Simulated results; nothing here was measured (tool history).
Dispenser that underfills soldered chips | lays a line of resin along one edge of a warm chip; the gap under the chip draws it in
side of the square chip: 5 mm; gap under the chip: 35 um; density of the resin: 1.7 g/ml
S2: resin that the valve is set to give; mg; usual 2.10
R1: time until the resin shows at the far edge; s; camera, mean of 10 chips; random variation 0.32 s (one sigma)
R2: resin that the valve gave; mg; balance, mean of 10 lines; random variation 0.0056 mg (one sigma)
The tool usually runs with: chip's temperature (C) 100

Run 1, day 0.000: usual settings. Result: R1 13.1 s, R2 2.010 mg.
Run 2, day 0.300: usual settings. Result: R1 19.8 s, R2 2.005 mg.
Run 3, day 0.796: usual settings but S2 2.50 mg. Result: R1 19.3 s, R2 2.374 mg.
Run 4, day 1.379: usual settings. Result: R1 11.5 s, R2 1.978 mg.
Run 5, day 1.896: usual settings. Result: R1 10.7 s, R2 2.082 mg.
Run 6, day 2.271: usual settings. Result: R1 18.5 s, R2 2.079 mg.
Run 7, day 2.671: usual settings. Result: R1 16.8 s, R2 2.060 mg.
Run 8, day 3.217: usual settings. Result: R1 18.9 s, R2 2.049 mg.
Run 9, day 3.483: usual settings but S2 2.27 mg. Result: R1 15.1 s, R2 2.226 mg.
Run 10, day 3.746: usual settings but S2 2.27 mg. Result: R1 11.3 s, R2 2.212 mg.
Run 11, day 4.092: usual settings but S2 2.27 mg. Result: R1 17.5 s, R2 2.198 mg.
Run 12, day 4.492: usual settings but S2 2.27 mg. Result: R1 15.7 s, R2 2.193 mg.
Run 13, day 4.808: usual settings but S2 2.61 mg. Result: R1 13.1 s, R2 2.515 mg.
Run 14, day 5.125: usual settings but S2 2.61 mg. Result: R1 19.8 s, R2 2.513 mg.
Run 15, day 5.575: usual settings but chip's temperature (C) 105. Result: R1 17.2 s, R2 2.007 mg.
Run 16, day 5.958: usual settings. Result: R1 17.9 s, R2 1.995 mg.
Run 17, day 6.279: usual settings but S2 2.31 mg. Result: R1 13.7 s, R2 2.195 mg.
Run 18, day 6.658: usual settings but chip's temperature (C) 88, S2 2.55 mg. Result: R1 19.3 s, R2 2.405 mg.
Run 19, day 7.017: usual settings but chip's temperature (C) 112, S2 2.68 mg. Result: R1 13.4 s, R2 2.520 mg.
Run 20, day 7.500: usual settings but chip's temperature (C) 99, S2 2.22 mg. Result: R1 19.7 s, R2 2.205 mg.
Run 21, day 7.938: usual settings but chip's temperature (C) 91, S2 2.49 mg. Result: R1 24.7 s, R2 2.478 mg.
Run 22, day 8.492: usual settings but chip's temperature (C) 91, S2 2.49 mg. Result: R1 15.5 s, R2 2.447 mg.
Run 23, day 8.929: usual settings but chip's temperature (C) 114, S2 2.49 mg. Result: R1 12.9 s, R2 2.443 mg.
Run 24, day 9.208: usual settings but chip's temperature (C) 114, S2 2.49 mg. Result: R1 9.4 s, R2 2.438 mg.
Run 25, day 9.554: usual settings but chip's temperature (C) 114, S2 2.49 mg. Result: R1 8.0 s, R2 2.429 mg.
Run 26, day 9.942: usual settings but chip's temperature (C) 110, S2 1.97 mg. Result: R1 8.7 s, R2 1.916 mg.
Run 27, day 10.483: usual settings but chip's temperature (C) 106, S2 2.29 mg. Result: R1 9.3 s, R2 2.215 mg.
Run 28, day 10.771: usual settings but chip's temperature (C) 96, S2 2.63 mg. Result: R1 19.1 s, R2 2.536 mg.
Run 29, day 11.267: usual settings but chip's temperature (C) 102. Result: R1 16.1 s, R2 2.005 mg.
Run 30, day 11.550: usual settings but chip's temperature (C) 85, S2 2.23 mg. Result: R1 23.1 s, R2 2.128 mg.
Run 31, day 11.796: usual settings but chip's temperature (C) 85, S2 2.23 mg. Result: R1 32.3 s, R2 2.134 mg.
Run 32, day 12.246: usual settings but chip's temperature (C) 85, S2 2.23 mg. Result: R1 31.8 s, R2 2.106 mg.
Run 33, day 12.558: usual settings but chip's temperature (C) 86, S2 2.56 mg. Result: R1 24.7 s, R2 2.421 mg.
Run 34, day 13.017: usual settings but chip's temperature (C) 86, S2 2.56 mg. Result: R1 21.8 s, R2 2.547 mg.

Not shown here: 30 entries made in the log between runs. Locate each between two listed runs and compare the hidden state at the listed run before it with the hidden state at the listed run after it:
After run 2, before run 3: new syringe of resin (day 0.392)
  resin's viscosity, % of fresh resin's: 172.7 -> 170.7; dose that the valve gives, % of what is set: 95.44 -> 94.96; true chip temperature over the reading, C: -0.09 -> -0.12
  measured less the result without the state, R1: +8.4 -> +7.9 s; R2: -0.096 -> -0.126 mg
After run 3, before run 4: new syringe of resin (day 0.888); new syringe of resin (day 1.375)
  resin's viscosity, % of fresh resin's: 170.7 -> 102.1; dose that the valve gives, % of what is set: 94.96 -> 94.37; true chip temperature over the reading, C: -0.12 -> -0.15
  measured less the result without the state, R1: +7.9 -> +0.5 s; R2: -0.126 -> -0.118 mg
After run 4, before run 5: dispensing valve cleaned and set on the balance (day 1.492); new syringe of resin (day 1.892)
  resin's viscosity, % of fresh resin's: 102.1 -> 99.2; dose that the valve gives, % of what is set: 94.37 -> 99.26; true chip temperature over the reading, C: -0.15 -> -0.18
  measured less the result without the state, R1: +0.5 -> +0.0 s; R2: -0.118 -> -0.016 mg
After run 6, before run 7: new syringe of resin (day 2.354)
  resin's viscosity, % of fresh resin's: 163.1 -> 155.1; dose that the valve gives, % of what is set: 98.87 -> 98.45; true chip temperature over the reading, C: -0.2 -> -0.22
  measured less the result without the state, R1: +7.1 -> +6.2 s; R2: -0.024 -> -0.033 mg
After run 7, before run 8: new syringe of resin (day 2.817)
  resin's viscosity, % of fresh resin's: 155.1 -> 170; dose that the valve gives, % of what is set: 98.45 -> 97.91; true chip temperature over the reading, C: -0.22 -> -0.26
  measured less the result without the state, R1: +6.2 -> +7.9 s; R2: -0.033 -> -0.044 mg
After run 8, before run 9: new syringe of resin (day 3.288)
  resin's viscosity, % of fresh resin's: 170 -> 132.4; dose that the valve gives, % of what is set: 97.91 -> 97.62; true chip temperature over the reading, C: -0.26 -> -0.27
  measured less the result without the state, R1: +7.9 -> +3.8 s; R2: -0.044 -> -0.054 mg
After run 9, before run 10: new syringe of resin (day 3.746)
  resin's viscosity, % of fresh resin's: 132.4 -> 99.8; dose that the valve gives, % of what is set: 97.62 -> 97.36; true chip temperature over the reading, C: -0.27 -> -0.28
  measured less the result without the state, R1: +3.8 -> +0.1 s; R2: -0.054 -> -0.060 mg
After run 11, before run 12: new syringe of resin (day 4.221)
  resin's viscosity, % of fresh resin's: 158.2 -> 143.7; dose that the valve gives, % of what is set: 96.98 -> 96.59; true chip temperature over the reading, C: -0.3 -> -0.33
  measured less the result without the state, R1: +6.7 -> +5.1 s; R2: -0.069 -> -0.077 mg
After run 12, before run 13: new syringe of resin (day 4.692)
  resin's viscosity, % of fresh resin's: 143.7 -> 120.1; dose that the valve gives, % of what is set: 96.59 -> 96.3; true chip temperature over the reading, C: -0.33 -> -0.35
  measured less the result without the state, R1: +5.1 -> +2.4 s; R2: -0.077 -> -0.096 mg
After run 14, before run 15: new syringe of resin (day 5.171)
  resin's viscosity, % of fresh resin's: 182.2 -> 171.5; dose that the valve gives, % of what is set: 95.98 -> 95.51; true chip temperature over the reading, C: -0.36 -> -0.39
  measured less the result without the state, R1: +9.3 -> +7.2 s; R2: -0.105 -> -0.095 mg
After run 15, before run 16: new syringe of resin (day 5.629)
  resin's viscosity, % of fresh resin's: 171.5 -> 154.8; dose that the valve gives, % of what is set: 95.51 -> 95.13; true chip temperature over the reading, C: -0.39 -> -0.41
  measured less the result without the state, R1: +7.2 -> +6.6 s; R2: -0.095 -> -0.102 mg
After run 16, before run 17: new syringe of resin (day 6.108)
  resin's viscosity, % of fresh resin's: 154.8 -> 124.9; dose that the valve gives, % of what is set: 95.13 -> 94.8; true chip temperature over the reading, C: -0.41 -> -0.43
  measured less the result without the state, R1: +6.6 -> +3.0 s; R2: -0.102 -> -0.120 mg
After run 17, before run 18: new syringe of resin (day 6.579)
  resin's viscosity, % of fresh resin's: 124.9 -> 110.7; dose that the valve gives, % of what is set: 94.8 -> 94.47; true chip temperature over the reading, C: -0.43 -> -0.45
  measured less the result without the state, R1: +3.0 -> +2.1 s; R2: -0.120 -> -0.141 mg
After run 19, before run 20: new syringe of resin (day 7.058); dispensing valve cleaned and set on the balance (day 7.100)
  resin's viscosity, % of fresh resin's: 178.2 -> 170.3; dose that the valve gives, % of what is set: 94.1 -> 99.59; true chip temperature over the reading, C: -0.47 -> -0.5
  measured less the result without the state, R1: +5.9 -> +8.2 s; R2: -0.158 -> -0.009 mg
After run 20, before run 21: new syringe of resin (day 7.562)
  resin's viscosity, % of fresh resin's: 170.3 -> 162.1; dose that the valve gives, % of what is set: 99.59 -> 99.14; true chip temperature over the reading, C: -0.5 -> -0.52
  measured less the result without the state, R1: +8.2 -> +9.7 s; R2: -0.009 -> -0.022 mg
After run 21, before run 22: new syringe of resin (day 8.033); new syringe of resin (day 8.492)
  resin's viscosity, % of fresh resin's: 162.1 -> 100.2; dose that the valve gives, % of what is set: 99.14 -> 98.55; true chip temperature over the reading, C: -0.52 -> -0.55
  measured less the result without the state, R1: +9.7 -> +0.4 s; R2: -0.022 -> -0.036 mg
After run 23, before run 24: new syringe of resin (day 8.975)
  resin's viscosity, % of fresh resin's: 179.4 -> 135.4; dose that the valve gives, % of what is set: 98.06 -> 97.77; true chip temperature over the reading, C: -0.58 -> -0.6
  measured less the result without the state, R1: +5.8 -> +2.7 s; R2: -0.049 -> -0.056 mg
After run 24, before run 25: new syringe of resin (day 9.450)
  resin's viscosity, % of fresh resin's: 135.4 -> 116; dose that the valve gives, % of what is set: 97.77 -> 97.42; true chip temperature over the reading, C: -0.6 -> -0.61
  measured less the result without the state, R1: +2.7 -> +1.3 s; R2: -0.056 -> -0.065 mg
After run 25, before run 26: new syringe of resin (day 9.942)
  resin's viscosity, % of fresh resin's: 116 -> 99.3; dose that the valve gives, % of what is set: 97.42 -> 97.04; true chip temperature over the reading, C: -0.61 -> -0.64
  measured less the result without the state, R1: +1.3 -> +0.2 s; R2: -0.065 -> -0.058 mg
After run 26, before run 27: new syringe of resin (day 10.446)
  resin's viscosity, % of fresh resin's: 99.3 -> 104.1; dose that the valve gives, % of what is set: 97.04 -> 96.5; true chip temperature over the reading, C: -0.64 -> -0.67
  measured less the result without the state, R1: +0.2 -> +0.7 s; R2: -0.058 -> -0.080 mg
After run 28, before run 29: new syringe of resin (day 10.925)
  resin's viscosity, % of fresh resin's: 152.5 -> 158.5; dose that the valve gives, % of what is set: 96.21 -> 95.67; true chip temperature over the reading, C: -0.68 -> -0.71
  measured less the result without the state, R1: +7.1 -> +6.5 s; R2: -0.100 -> -0.091 mg
After run 29, before run 30: new syringe of resin (day 11.392)
  resin's viscosity, % of fresh resin's: 158.5 -> 120.7; dose that the valve gives, % of what is set: 95.67 -> 95.42; true chip temperature over the reading, C: -0.71 -> -0.73
  measured less the result without the state, R1: +6.5 -> +4.6 s; R2: -0.091 -> -0.102 mg
After run 31, before run 32: new syringe of resin (day 11.854)
  resin's viscosity, % of fresh resin's: 167.8 -> 168; dose that the valve gives, % of what is set: 95.19 -> 94.76; true chip temperature over the reading, C: -0.74 -> -0.77
  measured less the result without the state, R1: +13.7 -> +13.8 s; R2: -0.107 -> -0.117 mg
After run 32, before run 33: new syringe of resin (day 12.346)
  resin's viscosity, % of fresh resin's: 168 -> 136.1; dose that the valve gives, % of what is set: 94.76 -> 94.42; true chip temperature over the reading, C: -0.77 -> -0.79
  measured less the result without the state, R1: +13.8 -> +7.1 s; R2: -0.117 -> -0.143 mg
After run 33, before run 34: dispensing valve cleaned and set on the balance (day 12.708); new syringe of resin (day 12.883)
  resin's viscosity, % of fresh resin's: 136.1 -> 120.7; dose that the valve gives, % of what is set: 94.42 -> 99.65; true chip temperature over the reading, C: -0.79 -> -0.82
  measured less the result without the state, R1: +7.1 -> +4.2 s; R2: -0.143 -> -0.009 mg
